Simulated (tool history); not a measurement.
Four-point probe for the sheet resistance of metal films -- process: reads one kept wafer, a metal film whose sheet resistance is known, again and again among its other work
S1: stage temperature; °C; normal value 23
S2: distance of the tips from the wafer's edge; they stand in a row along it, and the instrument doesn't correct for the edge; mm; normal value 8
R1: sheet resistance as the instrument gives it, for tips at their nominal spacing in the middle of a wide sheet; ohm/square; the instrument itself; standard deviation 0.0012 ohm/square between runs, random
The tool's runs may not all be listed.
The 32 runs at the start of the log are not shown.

Run 33, day 76.396: usual settings but S1 25 °C, S2 35 mm. Result: R1 5.792902 ohm/square.
Run 34, day 78.275: usual settings but S1 25 °C, S2 35 mm. Result: R1 5.788376 ohm/square.
Run 35, day 80.738: usual settings but S1 20 °C, S2 35 mm. Result: R1 5.787471 ohm/square.
Run 36, day 83.775: usual settings but S1 20 °C, S2 35 mm. Result: R1 5.788422 ohm/square.
Run 37, day 85.688: usual settings but S1 34 °C, S2 12 mm. Result: R1 5.824566 ohm/square.
Run 38, day 88.862: usual settings but S1 34 °C, S2 12 mm. Result: R1 5.824173 ohm/square.
Run 39, day 91.221: usual settings but S1 27 °C, S2 23 mm. Result: R1 5.796802 ohm/square.
Run 40, day 93.475: usual settings but S1 27 °C, S2 23 mm. Result: R1 5.794447 ohm/square.
Run 41, day 96.625: usual settings but S1 19 °C, S2 26 mm. Result: R1 5.789981 ohm/square.
Run 42, day 98.371: usual settings but S1 19 °C, S2 26 mm. Result: R1 5.790324 ohm/square.
Run 43, day 100.396: usual settings but S1 31 °C. Result: R1 5.865347 ohm/square.
Run 44, day 102.104: usual settings but S1 21 °C. Result: R1 5.861671 ohm/square.

Branching from run 44: 4 alternative next runs. What would each branch give?
Run A, day 105.233: usual settings but S1 21 °C, S2 9 mm. Result: R1 ?.
Run B, day 105.233: usual settings but S1 21 °C, S2 14 mm. Result: R1 ?.
Run C, day 105.233: usual settings but S1 33 °C, S2 71 mm. Result: R1 ?.
Run D, day 105.233: usual settings but S1 33 °C, S2 17 mm. Result: R1 ?.

run        R1
  A  5.845971
  B  5.808826
  C  5.791048
  D  5.806515
Had the tool no hidden state, the same runs would have come out as:
run        R1
  A  5.846759
  B   5.80961
  C  5.791831
  D    5.8073
